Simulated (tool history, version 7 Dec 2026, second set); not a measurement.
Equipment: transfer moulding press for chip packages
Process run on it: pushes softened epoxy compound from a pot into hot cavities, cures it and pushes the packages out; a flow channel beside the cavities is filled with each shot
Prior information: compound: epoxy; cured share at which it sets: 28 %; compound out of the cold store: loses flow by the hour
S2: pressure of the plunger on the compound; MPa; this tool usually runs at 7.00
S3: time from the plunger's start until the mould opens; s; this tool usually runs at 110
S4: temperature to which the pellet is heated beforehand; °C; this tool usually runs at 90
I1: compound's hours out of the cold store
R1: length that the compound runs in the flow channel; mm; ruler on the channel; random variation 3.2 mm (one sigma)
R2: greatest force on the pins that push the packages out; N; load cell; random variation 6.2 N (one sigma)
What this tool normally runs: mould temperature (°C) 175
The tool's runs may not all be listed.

Run 1, hour 0.0: usual settings; I1 38.4. Result: R1 676 mm, R2 242 N.
Run 2, hour 15.0: usual settings but S2 6.23 MPa; I1 32.7. Result: R1 661 mm, R2 236 N.
Run 3, hour 27.8: usual settings but S2 6.23 MPa; I1 27.0. Result: R1 688 mm, R2 243 N.
At hour 31.1: cavities cleaned with cleaning compound and waxed.
Run 4, hour 38.2: usual settings but S2 6.23 MPa; I1 33.9. Result: R1 663 mm, R2 219 N.
Run 5, hour 47.9: usual settings but S2 6.23 MPa; I1 14.1. Result: R1 733 mm, R2 233 N.
Run 6, hour 64.0: usual settings but S2 6.23 MPa; I1 19.1. Result: R1 706 mm, R2 236 N.
Run 7, hour 77.9: usual settings but mould temperature (°C) 181; I1 9.4. Result: R1 771 mm, R2 188 N.
At hour 95.3: cavities cleaned with cleaning compound and waxed.
Run 8, hour 97.6: usual settings but mould temperature (°C) 181; I1 41.3. Result: R1 655 mm, R2 188 N.
Run 9, hour 109.8: usual settings; I1 11.9. Result: R1 774 mm, R2 246 N.
Run 10, hour 127.6: usual settings but S3 115 s; I1 35.6. Result: R1 692 mm, R2 203 N.
Run 11, hour 140.7: usual settings but S3 118 s; I1 38.1. Result: R1 685 mm, R2 199 N.
Run 12, hour 153.9: usual settings but S3 118 s; I1 34.6. Result: R1 694 mm, R2 210 N.
At hour 159.0: cavities cleaned with cleaning compound and waxed.
Run 13, hour 166.7: usual settings but S3 118 s; I1 26.2. Result: R1 727 mm, R2 217 N.
Run 14, hour 174.9: usual settings; I1 35.9. Result: R1 688 mm, R2 231 N.
At hour 190.0: plunger's sealing rings changed.
Run 15, hour 191.8: usual settings but S2 6.54 MPa, S3 117 s, S4 98 °C; I1 18.3. Result: R1 734 mm, R2 208 N.
Run 16, hour 207.8: usual settings but S2 6.54 MPa, S3 117 s, S4 98 °C; I1 29.4. Result: R1 687 mm, R2 201 N.
Run 17, hour 223.3: usual settings but mould temperature (°C) 176, S2 6.09 MPa, S3 117 s, S4 100 °C; I1 9.2. Result: R1 738 mm, R2 202 N.
At hour 226.4: cavities cleaned with cleaning compound and waxed.
Run 18, hour 236.2: usual settings but mould temperature (°C) 168, S2 6.88 MPa, S3 98 s, S4 81 °C; I1 10.2. Result: R1 809 mm, R2 526 N.
Run 19, hour 244.2: usual settings but mould temperature (°C) 178, S2 5.49 MPa; I1 40.1. Result: R1 590 mm, R2 209 N.
Run 20, hour 259.3: usual settings but mould temperature (°C) 178, S2 8.36 MPa, S3 136 s, S4 84 °C; I1 21.3. Result: R1 805 mm, R2 169 N.
Run 21, hour 269.1: usual settings but mould temperature (°C) 178, S2 8.36 MPa, S3 136 s, S4 84 °C; I1 30.1. Result: R1 771 mm, R2 164 N.
Run 22, hour 281.9: usual settings but mould temperature (°C) 180, S2 6.85 MPa, S3 139 s, S4 83 °C; I1 47.7. Result: R1 632 mm, R2 177 N.
At hour 290.0: cavities cleaned with cleaning compound and waxed.
Run 23, hour 292.1: usual settings but mould temperature (°C) 180, S2 6.85 MPa, S3 102 s, S4 85 °C; I1 22.4. Result: R1 719 mm, R2 220 N.
Run 24, hour 301.9: usual settings but mould temperature (°C) 180, S2 6.85 MPa, S3 102 s, S4 85 °C; I1 10.2. Result: R1 768 mm, R2 217 N.
Run 25, hour 316.7: usual settings but mould temperature (°C) 173, S2 6.17 MPa, S3 93 s, S4 85 °C; I1 24.8. Result: R1 690 mm, R2 391 N.
Run 26, hour 324.2: usual settings but S3 117 s; I1 34.3. Result: R1 700 mm, R2 211 N.
Run 27, hour 340.7: usual settings but mould temperature (°C) 181, S2 6.46 MPa, S3 108 s; I1 20.2. Result: R1 706 mm, R2 195 N.
At hour 354.1: cavities cleaned with cleaning compound and waxed.
Run 28, hour 354.4: usual settings but S2 5.40 MPa; I1 34.6. Result: R1 610 mm, R2 225 N.

Each row is a separate what-if for the run after 28, all from the same tool condition, not one after another. Results?
Run A, hour 368.9: usual settings but S2 8.56 MPa; I1 14.0. Result: R1 ?, R2 ?.
Run B, hour 368.9: usual settings but mould temperature (°C) 183, S2 5.40 MPa, S4 82 °C; I1 45.2. Result: R1 ?, R2 ?.
Run C, hour 368.9: usual settings but mould temperature (°C) 179, S3 137 s, S4 97 °C; I1 43.4. Result: R1 ?, R2 ?.
Run D, hour 368.9: usual settings but mould temperature (°C) 170, S2 6.52 MPa; I1 22.6. Result: R1 ?, R2 ?.

run   R1   R2
  A  854  238
  B  564  183
  C  657  180
  D  728  332
The same runs, with their run-to-run variation unchanged, on a tool lacking any hidden condition would have given:
run   R1   R2
  A  855  238
  B  564  182
  C  657  179
  D  728  332
